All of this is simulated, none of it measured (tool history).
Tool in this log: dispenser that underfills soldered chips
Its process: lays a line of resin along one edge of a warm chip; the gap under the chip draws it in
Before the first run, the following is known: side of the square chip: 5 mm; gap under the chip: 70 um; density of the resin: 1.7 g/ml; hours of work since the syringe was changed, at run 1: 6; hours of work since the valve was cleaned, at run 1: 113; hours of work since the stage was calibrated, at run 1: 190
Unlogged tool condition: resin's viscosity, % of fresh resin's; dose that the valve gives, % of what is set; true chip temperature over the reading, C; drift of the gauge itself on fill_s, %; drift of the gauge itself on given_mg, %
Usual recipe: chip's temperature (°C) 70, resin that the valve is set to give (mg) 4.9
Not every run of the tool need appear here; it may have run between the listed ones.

run	hour	chip's temperature (°C)	resin that the valve is set to give (mg)	hours of work since the syringe was changed	hours of work since the valve was cleaned	hours of work since the stage was calibrated	time until the resin shows at the far edge (s)	resin that the valve gave (mg)
1	0	70	4.9	6	113	190	50.2	4.56
# hour 4.7: new syringe of resin
2	5	70	4.9	0	117	194	29.7	4.51
3	11.9	70	4.9	5	122	199	46.2	4.54
4	17.3	70	4.9	9	126	203	69.1	4.49
# hour 18.3: new syringe of resin
5	26.1	70	5.96	6	132	210	48.8	5.49
# hour 29.3: dispensing valve cleaned and set on the balance
# hour 32.5: new syringe of resin
6	34.7	70	5.96	2	4	215	33.2	5.95
7	40	70	4.9	6	8	219	47.6	4.87
# hour 46: new syringe of resin
8	47	75	4.9	1	13	224	24	4.84
9	52.9	75	4.9	5	17	229	35.9	4.84
10	57.7	62	4.95	9	21	232	93.1	4.9
# hour 59.1: new syringe of resin
11	63.8	58	5.58	4	25	237	70.8	5.5
12	68.8	56	5.76	7	29	240	111.1	5.64
# hour 72.5: new syringe of resin
13	75	63	4.29	2	33	245	49.8	4.22
14	82.1	63	4.29	7	39	250	79	4.15
# hour 85.7: new syringe of resin
15	87.8	63	4.29	2	43	254	49.6	4.17

Forecast each of these 5 alternatives for the next run:
A	95.7	78	4.25	8	49	260	?	?
B	95.7	70	4.73	8	49	260	?	?
C	95.7	63	5.29	8	49	260	?	?
D	95.7	64	4.29	8	49	260	?	?
E	95.7	71	4.37	8	49	260	?	?

run	time until the resin shows at the far edge (s)	resin that the valve gave (mg)
A	40.1	4.14
B	57.5	4.56
C	81	5.13
D	79.7	4.15
E	55.8	4.25
Take away the tool's hidden state, keep each run's random variation, and the runs would have read:
run	time until the resin shows at the far edge (s)	resin that the valve gave (mg)
A	18.6	4.28
B	26.7	4.71
C	37.6	5.3
D	36.9	4.29
E	25.9	4.39

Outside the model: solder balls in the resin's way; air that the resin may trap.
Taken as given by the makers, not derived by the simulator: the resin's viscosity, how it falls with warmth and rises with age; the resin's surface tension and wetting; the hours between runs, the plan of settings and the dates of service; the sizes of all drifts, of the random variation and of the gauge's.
